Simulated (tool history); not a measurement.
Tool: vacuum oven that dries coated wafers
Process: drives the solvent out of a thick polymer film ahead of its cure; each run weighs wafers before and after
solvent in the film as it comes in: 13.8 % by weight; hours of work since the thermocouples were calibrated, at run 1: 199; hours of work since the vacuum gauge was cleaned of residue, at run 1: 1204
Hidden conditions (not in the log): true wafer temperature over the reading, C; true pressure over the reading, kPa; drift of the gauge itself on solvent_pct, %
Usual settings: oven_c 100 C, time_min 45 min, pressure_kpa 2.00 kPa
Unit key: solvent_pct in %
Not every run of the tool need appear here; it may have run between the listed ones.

run,day,oven_c,time_min,pressure_kpa,hours of work since the thermocouples were calibrated,hours of work since the vacuum gauge was cleaned of residue,solvent_pct
1,0.000,100,45,2.00,199,1204,1.565
2,1.433,100,45,6.16,213,1218,3.382
3,2.733,100,45,6.16,226,1231,3.384
4,5.075,100,45,2.00,249,1254,1.557
5,7.025,114,45,2.00,268,1273,0.724
6,9.233,114,45,2.00,290,1295,0.714
7,11.100,86,45,2.00,308,1313,3.552
8,13.754,86,45,2.00,334,1339,3.522
9,16.867,88,58,3.20,365,1370,3.287
10,19.088,98,45,5.39,387,1392,3.295
11,21.567,93,79,1.63,411,1416,1.317
12,24.029,93,48,2.73,435,1440,2.620
13,27.217,93,48,2.73,466,1472,2.618
14,28.796,89,57,3.64,482,1487,3.405
15,30.533,89,72,1.38,499,1504,1.623
16,32.854,105,54,1.38,522,1527,0.793

5 options for the next run, each taken on its own from the tool as it stands now. Forecast them:
A,35.129,100,45,6.00,544,1549,?
B,35.129,91,58,5.39,544,1549,?
C,35.129,102,29,1.08,544,1549,?
D,35.129,100,45,1.32,544,1549,?
E,35.129,100,46,2.00,544,1549,?

run,solvent_pct
A,3.242
B,4.054
C,1.878
D,1.250
E,1.519
Had the tool no hidden state, the same runs would have come out as:
run,solvent_pct
A,3.179
B,3.955
C,1.819
D,1.138
E,1.412

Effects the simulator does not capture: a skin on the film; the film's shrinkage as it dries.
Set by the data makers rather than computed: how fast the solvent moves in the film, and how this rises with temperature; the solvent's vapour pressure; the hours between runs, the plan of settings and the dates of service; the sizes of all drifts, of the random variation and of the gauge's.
